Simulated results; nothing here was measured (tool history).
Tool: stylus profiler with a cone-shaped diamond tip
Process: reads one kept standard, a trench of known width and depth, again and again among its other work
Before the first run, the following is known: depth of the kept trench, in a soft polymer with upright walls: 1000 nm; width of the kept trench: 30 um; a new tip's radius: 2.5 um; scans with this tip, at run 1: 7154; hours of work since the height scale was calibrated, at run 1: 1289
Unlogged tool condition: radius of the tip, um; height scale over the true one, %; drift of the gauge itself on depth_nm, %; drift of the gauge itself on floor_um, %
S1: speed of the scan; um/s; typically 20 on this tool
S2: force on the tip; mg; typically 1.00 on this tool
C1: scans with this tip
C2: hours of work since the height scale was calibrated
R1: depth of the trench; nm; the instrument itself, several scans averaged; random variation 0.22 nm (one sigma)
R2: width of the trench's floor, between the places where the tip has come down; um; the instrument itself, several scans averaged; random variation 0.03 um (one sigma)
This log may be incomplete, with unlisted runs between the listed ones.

Run 1, hour 0.0: usual settings; C1 7154; C2 1289. Result: R1 1003.34 nm, R2 25.36 um.
Run 2, hour 43.7: usual settings; C1 7329; C2 1320. Result: R1 1003.04 nm, R2 25.30 um.
Run 3, hour 92.3: usual settings; C1 7525; C2 1356. Result: R1 1003.47 nm, R2 25.27 um.
Run 4, hour 137.8: usual settings; C1 7708; C2 1389. Result: R1 1003.47 nm, R2 25.28 um.
Run 5, hour 189.4: usual settings; C1 7916; C2 1426. Result: R1 1002.77 nm, R2 25.26 um.
Run 6, hour 234.4: usual settings; C1 8097; C2 1459. Result: R1 1002.76 nm, R2 25.24 um.
Run 7, hour 302.0: usual settings; C1 8369; C2 1508. Result: R1 1002.93 nm, R2 25.27 um.
Run 8, hour 341.0: usual settings but S1 6 um/s; C1 8526; C2 1536. Result: R1 1002.46 nm, R2 25.42 um.
Run 9, hour 384.4: usual settings but S1 6 um/s; C1 8700; C2 1567. Result: R1 1002.71 nm, R2 25.36 um.
Run 10, hour 419.4: usual settings but S1 6 um/s; C1 8841; C2 1593. Result: R1 1002.47 nm, R2 25.38 um.
Run 11, hour 478.8: usual settings but S1 6 um/s; C1 9080; C2 1636. Result: R1 1002.74 nm, R2 25.31 um.
Run 12, hour 527.9: usual settings but S2 2.46 mg; C1 9278; C2 1671. Result: R1 1008.70 nm, R2 25.28 um.
Run 13, hour 563.3: usual settings but S2 2.46 mg; C1 9420; C2 1697. Result: R1 1008.40 nm, R2 25.25 um.
Run 14, hour 626.7: usual settings but S2 2.46 mg; C1 9675; C2 1743. Result: R1 1008.37 nm, R2 25.25 um.
Run 15, hour 676.3: usual settings but S2 2.46 mg; C1 9875; C2 1779. Result: R1 1007.94 nm, R2 25.24 um.
Run 16, hour 746.3: usual settings; C1 10156; C2 1830. Result: R1 1001.88 nm, R2 25.07 um.
At hour 750.1: height scale calibrated on a step standard.
Run 17, hour 792.6: usual settings but S1 9 um/s, S2 0.61 mg; C1 10341; C2 31. Result: R1 999.07 nm, R2 25.21 um.
Run 18, hour 827.5: usual settings but S1 12 um/s, S2 0.51 mg; C1 10481; C2 56. Result: R1 998.51 nm, R2 25.15 um.
Run 19, hour 899.7: usual settings but S1 12 um/s, S2 0.51 mg; C1 10772; C2 108. Result: R1 998.43 nm, R2 25.11 um.
At hour 940.3: height scale calibrated on a step standard, once more.
Run 20, hour 971.4: usual settings but S1 12 um/s, S2 0.51 mg; C1 11058; C2 23. Result: R1 1004.56 nm, R2 25.13 um.
Run 21, hour 1038.1: usual settings but S1 12 um/s, S2 0.51 mg; C1 11327; C2 71. Result: R1 1003.94 nm, R2 25.13 um.
Run 22, hour 1077.3: usual settings but S1 5 um/s, S2 0.65 mg; C1 11484; C2 99. Result: R1 1004.51 nm, R2 25.20 um.
Run 23, hour 1137.5: usual settings but S1 8 um/s, S2 0.37 mg; C1 11726; C2 143. Result: R1 1003.04 nm, R2 25.11 um.
Run 24, hour 1192.8: usual settings but S1 12 um/s, S2 2.77 mg; C1 11949; C2 183. Result: R1 1013.94 nm, R2 25.20 um.
Run 25, hour 1226.5: usual settings but S1 50 um/s, S2 2.77 mg; C1 12085; C2 207. Result: R1 1014.13 nm, R2 24.94 um.
Run 26, hour 1293.9: usual settings but S1 50 um/s, S2 2.77 mg; C1 12356; C2 256. Result: R1 1013.56 nm, R2 24.87 um.
Run 27, hour 1359.6: usual settings but S1 64 um/s, S2 0.36 mg; C1 12620; C2 304. Result: R1 1002.29 nm, R2 24.18 um.
Run 28, hour 1404.7: usual settings but S1 63 um/s, S2 0.56 mg; C1 12802; C2 337. Result: R1 1003.59 nm, R2 24.37 um.
Run 29, hour 1446.7: usual settings but S1 9 um/s, S2 1.18 mg; C1 12971; C2 367. Result: R1 1006.76 nm, R2 25.07 um.
Run 30, hour 1485.5: usual settings but S1 55 um/s, S2 1.02 mg; C1 13127; C2 395. Result: R1 1005.86 nm, R2 24.63 um.
Run 31, hour 1527.3: usual settings but S1 55 um/s, S2 1.02 mg; C1 13295; C2 426. Result: R1 1005.61 nm, R2 24.59 um.

Below, each run's measurement less what the same run would have read without the hidden state. Both values contain the same run-to-run variation, but the gauge's scatter may not be the same in both:
run     R1     R2
  1  -3.84  -0.46
  2  -3.94  -0.48
  3  -4.05  -0.49
  4  -4.15  -0.50
  5  -4.27  -0.51
  6  -4.38  -0.52
  7  -4.52  -0.54
  8  -4.61  -0.55
  9  -4.71  -0.56
 10  -4.79  -0.57
 11  -4.93  -0.59
 12  -5.06  -0.60
 13  -5.14  -0.61
 14  -5.30  -0.62
 15  -5.41  -0.64
 16  -5.53  -0.65
 17  -6.17  -0.66
 18  -6.25  -0.67
 19  -6.40  -0.69
 20  -0.39  -0.71
 21  -0.55  -0.72
 22  -0.63  -0.73
 23  -0.77  -0.75
 24  -0.90  -0.76
 25  -0.98  -0.77
 26  -1.12  -0.78
 27  -1.25  -0.80
 28  -1.37  -0.81
 29  -1.47  -0.82
 30  -1.54  -0.83
 31  -1.64  -0.85
